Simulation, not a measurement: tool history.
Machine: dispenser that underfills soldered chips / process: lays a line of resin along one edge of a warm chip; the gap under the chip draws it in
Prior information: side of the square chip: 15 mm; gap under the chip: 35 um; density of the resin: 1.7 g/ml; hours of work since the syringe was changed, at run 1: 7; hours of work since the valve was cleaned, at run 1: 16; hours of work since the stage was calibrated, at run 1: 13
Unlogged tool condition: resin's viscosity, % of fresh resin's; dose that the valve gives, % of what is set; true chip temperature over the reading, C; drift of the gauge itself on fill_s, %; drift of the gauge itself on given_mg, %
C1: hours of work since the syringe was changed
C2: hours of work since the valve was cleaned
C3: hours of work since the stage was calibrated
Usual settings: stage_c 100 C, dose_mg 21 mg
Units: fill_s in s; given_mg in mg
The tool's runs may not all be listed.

{"run": 1, "hour": 0.0, "stage_c": 100, "dose_mg": 21, "C1": 7, "C2": 16, "C3": 13, "fill_s": 554.7, "given_mg": 20.73}
{"run": 2, "hour": 2.9, "stage_c": 87, "dose_mg": 21, "C1": 9, "C2": 18, "C3": 14, "fill_s": 872.4, "given_mg": 20.54}
{"run": 3, "hour": 5.2, "stage_c": 100, "dose_mg": 21, "C1": 10, "C2": 20, "C3": 16, "fill_s": 672.2, "given_mg": 20.72}
{"run": 4, "hour": 7.3, "stage_c": 100, "dose_mg": 21, "C1": 11, "C2": 21, "C3": 17, "fill_s": 722.1, "given_mg": 20.76}
{"hour": 7.9, "done": "new syringe of resin"}
{"run": 5, "hour": 10.3, "stage_c": 100, "dose_mg": 21, "C1": 1, "C2": 23, "C3": 19, "fill_s": 395.1, "given_mg": 20.6}
{"run": 6, "hour": 12.9, "stage_c": 100, "dose_mg": 19.1, "C1": 3, "C2": 24, "C3": 20, "fill_s": 449.4, "given_mg": 18.67}
{"run": 7, "hour": 15.5, "stage_c": 100, "dose_mg": 19.1, "C1": 5, "C2": 26, "C3": 22, "fill_s": 486.7, "given_mg": 18.6}
{"run": 8, "hour": 18.4, "stage_c": 100, "dose_mg": 19.1, "C1": 6, "C2": 27, "C3": 24, "fill_s": 543.6, "given_mg": 18.6}
{"run": 9, "hour": 22.5, "stage_c": 100, "dose_mg": 21, "C1": 9, "C2": 30, "C3": 26, "fill_s": 626.8, "given_mg": 20.44}
{"run": 10, "hour": 25.1, "stage_c": 100, "dose_mg": 22.3, "C1": 10, "C2": 32, "C3": 28, "fill_s": 676.5, "given_mg": 21.68}
{"hour": 27.2, "done": "new syringe of resin"}
{"run": 11, "hour": 30.1, "stage_c": 100, "dose_mg": 25.8, "C1": 2, "C2": 34, "C3": 30, "fill_s": 401.6, "given_mg": 25.07}
{"run": 12, "hour": 34.6, "stage_c": 100, "dose_mg": 25.8, "C1": 5, "C2": 37, "C3": 33, "fill_s": 479.2, "given_mg": 25.08}
{"run": 13, "hour": 37.5, "stage_c": 100, "dose_mg": 25.8, "C1": 6, "C2": 39, "C3": 35, "fill_s": 521.9, "given_mg": 24.87}
{"run": 14, "hour": 39.6, "stage_c": 96, "dose_mg": 17.8, "C1": 8, "C2": 40, "C3": 36, "fill_s": 666.6, "given_mg": 17.21}
{"run": 15, "hour": 44.2, "stage_c": 104, "dose_mg": 21.4, "C1": 10, "C2": 43, "C3": 39, "fill_s": 620.5, "given_mg": 20.6}
{"hour": 46.7, "done": "new syringe of resin"}
{"run": 16, "hour": 48.4, "stage_c": 110, "dose_mg": 18.2, "C1": 1, "C2": 45, "C3": 41, "fill_s": 320.2, "given_mg": 17.49}
{"run": 17, "hour": 51.9, "stage_c": 98, "dose_mg": 21.2, "C1": 3, "C2": 47, "C3": 43, "fill_s": 471.8, "given_mg": 20.26}
{"run": 18, "hour": 54.7, "stage_c": 89, "dose_mg": 22.4, "C1": 5, "C2": 49, "C3": 45, "fill_s": 679.7, "given_mg": 21.48}
{"run": 19, "hour": 59.3, "stage_c": 89, "dose_mg": 22.4, "C1": 8, "C2": 52, "C3": 48, "fill_s": 782.7, "given_mg": 21.29}
{"run": 20, "hour": 63.4, "stage_c": 114, "dose_mg": 19.1, "C1": 10, "C2": 54, "C3": 50, "fill_s": 478.1, "given_mg": 18.19}
{"hour": 65.9, "done": "new syringe of resin"}
{"run": 21, "hour": 66.1, "stage_c": 114, "dose_mg": 19.1, "C1": 0, "C2": 56, "C3": 52, "fill_s": 269.7, "given_mg": 18.24}
{"run": 22, "hour": 70.0, "stage_c": 114, "dose_mg": 19.1, "C1": 2, "C2": 58, "C3": 54, "fill_s": 313, "given_mg": 18.09}
{"run": 23, "hour": 72.1, "stage_c": 114, "dose_mg": 19.1, "C1": 4, "C2": 59, "C3": 56, "fill_s": 336.8, "given_mg": 18.16}
{"run": 24, "hour": 76.0, "stage_c": 114, "dose_mg": 19.1, "C1": 6, "C2": 62, "C3": 58, "fill_s": 390.6, "given_mg": 18.03}
{"run": 25, "hour": 78.2, "stage_c": 104, "dose_mg": 19.8, "C1": 7, "C2": 63, "C3": 59, "fill_s": 540.5, "given_mg": 18.81}

3 options for the next run, each taken on its own from the tool as it stands now. Forecast them:
{"run": "A", "hour": 81.6, "stage_c": 102, "dose_mg": 21, "C1": 9, "C2": 65, "C3": 61, "fill_s": "?", "given_mg": "?"}
{"run": "B", "hour": 81.6, "stage_c": 94, "dose_mg": 21, "C1": 9, "C2": 65, "C3": 61, "fill_s": "?", "given_mg": "?"}
{"run": "C", "hour": 81.6, "stage_c": 111, "dose_mg": 26.1, "C1": 9, "C2": 65, "C3": 61, "fill_s": "?", "given_mg": "?"}

run=A fill_s=641.7 given_mg=19.79
run=B fill_s=807.1 given_mg=19.81
run=C fill_s=496.5 given_mg=24.65
The same runs, with their run-to-run variation unchanged, on a tool lacking any hidden condition would have given:
run=A fill_s=348.6 given_mg=21
run=B fill_s=438.6 given_mg=21.03
run=C fill_s=271.8 given_mg=26.16
